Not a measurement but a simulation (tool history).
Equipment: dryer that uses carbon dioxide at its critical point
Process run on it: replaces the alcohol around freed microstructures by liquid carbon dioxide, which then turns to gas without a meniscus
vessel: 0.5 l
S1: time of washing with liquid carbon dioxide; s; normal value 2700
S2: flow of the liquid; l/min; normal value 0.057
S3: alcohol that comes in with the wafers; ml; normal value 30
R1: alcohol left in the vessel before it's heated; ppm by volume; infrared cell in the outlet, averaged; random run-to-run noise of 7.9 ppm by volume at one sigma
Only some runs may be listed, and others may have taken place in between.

run,day,S1,S2,S3,R1
1,0,2700,0.057,30,630
2,0.254,4200,0.057,30,120
3,0.592,4200,0.057,30,105
4,0.796,4200,0.0784,30,72
5,1.1,4200,0.0784,39,73
6,1.4,4200,0.0784,39,70
7,1.754,4200,0.0784,39,88
8,2.029,4200,0.0784,39,83
9,2.362,4200,0.0784,39,84
10,2.696,4200,0.0784,39,83
11,3.008,4200,0.0784,39,88
12,3.246,4200,0.0784,39,79
13,3.629,4200,0.0784,39,82
14,3.95,4200,0.0784,39,85
15,4.338,4200,0.0784,39,82
16,4.746,4200,0.0784,39,89
17,4.933,2700,0.057,30,711
18,5.183,2700,0.057,30,708
19,5.479,2700,0.057,30,710
20,5.742,2700,0.057,30,729
21,6.025,2700,0.057,30,760
22,6.254,2280,0.057,30,1403
23,6.696,3840,0.057,30,192
24,6.933,2700,0.057,37,899
25,7.271,2580,0.0525,24,988
26,7.588,2700,0.0876,30,169
27,7.925,2700,0.0624,89,1425
28,8.129,1800,0.0624,30,2345
29,8.508,1620,0.0374,30,10132
30,8.875,2220,0.0602,30,1344
31,9.158,2220,0.0602,30,1381
32,9.471,2220,0.0476,30,2827
33,9.662,3180,0.0615,91,775
34,9.912,3180,0.0615,91,754
35,10.171,3120,0.0893,53,150
36,10.525,1680,0.0905,53,1616
37,10.896,1800,0.0905,53,1260
38,11.288,2340,0.0456,83,7578
39,11.5,2580,0.0456,69,4699
40,11.779,2580,0.0456,69,4635
41,12.067,3180,0.0761,27,174
42,12.371,3180,0.0832,30,147
43,12.567,2100,0.057,22,1606
44,12.821,2100,0.057,22,1575
45,13.179,2700,0.0673,31,482
46,13.433,4140,0.048,27,294
47,13.754,2700,0.0443,30,2030

Here are 3 independent what-if runs from the current tool condition. What would each one return?
A,14.183,3300,0.046,30,?
B,14.183,3420,0.0443,27,?
C,14.183,2700,0.076,56,?

run,R1
A,918
B,831
C,488
With no hidden state in the tool, these same runs would have given:
run,R1
A,406
B,374
C,155
